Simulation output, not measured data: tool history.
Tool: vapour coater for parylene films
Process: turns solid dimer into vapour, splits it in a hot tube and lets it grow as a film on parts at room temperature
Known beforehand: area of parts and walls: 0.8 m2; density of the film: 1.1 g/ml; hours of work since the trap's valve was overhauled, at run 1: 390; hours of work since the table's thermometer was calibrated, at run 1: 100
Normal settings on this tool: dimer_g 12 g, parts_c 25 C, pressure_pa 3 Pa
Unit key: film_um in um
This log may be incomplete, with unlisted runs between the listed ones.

run	hour	dimer_g	parts_c	pressure_pa	hours of work since the trap's valve was overhauled	hours of work since the table's thermometer was calibrated	film_um
1	0	12	25	3	390	100	8.01
2	38.6	12	25	3.03	418	129	8
3	68.6	12	25	3.03	440	151	8.04
4	92.3	12	25	3.03	458	168	7.92
5	119.5	12	25	3.03	478	189	7.87
6	137.9	12	25	3	492	202	7.96
7	177.4	12	25	3	521	231	7.86
8	204.9	12	25	3	541	252	7.79
9	247.6	12	25	3	573	283	7.9
10	277.1	12	25	3	595	305	7.94
11	301.2	12	25	3.01	613	323	7.9
12	325.2	12	25	3.01	630	341	7.77
13	343.5	12	25	3	644	354	7.86
# hour 370.6: trap's valve overhauled
14	377.6	12	25	3	5	377	7.94
15	415.7	12	25	3	33	405	7.79
16	455.5	12	25	3	63	434	7.98
17	478.7	12	25	7.18	80	451	6.88
18	506.3	12	25	7.18	100	472	6.85
19	540.7	12	25	7.18	126	497	6.87
20	583.8	12	25	3	158	529	7.82
21	612.1	12	25	5.51	179	550	7.17
22	655.3	6	36	5.51	211	582	3.02
23	686.4	12	17	3	234	605	8.95
24	714.5	13	18	9.08	255	626	7.98
25	742	12	28	3.83	275	646	7.15
26	778.4	12	28	3.83	302	673	7.19
27	803.6	12	28	3.83	321	692	7.22
28	839.6	13	24	2.61	347	719	8.91
29	876.3	13	30	2.25	374	746	8.11
30	895	18	34	6.9	388	760	8.95
31	915	15	32	2.52	403	774	9.01
32	939.4	15	32	2.52	421	793	8.95
33	976.9	16	25	8.87	449	820	8.85
34	1015.8	14	19	8.87	478	849	8.62
35	1041.4	10	24	3.66	497	868	6.56
36	1070	17	29	4.4	518	889	9.54
37	1103.6	12	25	3.55	543	914	7.65
38	1131.9	12	32	4.67	564	935	6.52
39	1153.2	16	36	3	579	951	8.73
40	1191.5	12	18	3	608	979	8.91
41	1222.5	5	31	3	631	1002	3.02
42	1247.9	16	31	3	649	1021	9.62

3 options for the next run, each taken on its own from the tool as it stands now. Forecast them:
# hour 1266.8: trap's valve overhauled
A	1285.3	21	31	3	14	1046	?
# hour 1266.8: trap's valve overhauled
B	1285.3	7	31	3	14	1046	?
# hour 1266.8: trap's valve overhauled
C	1285.3	6	18	8.7	14	1046	?

run	film_um
A	12.49
B	4.18
C	3.67
What these runs would have given with no unlogged condition in the tool:
run	film_um
A	12.49
B	4.18
C	3.67
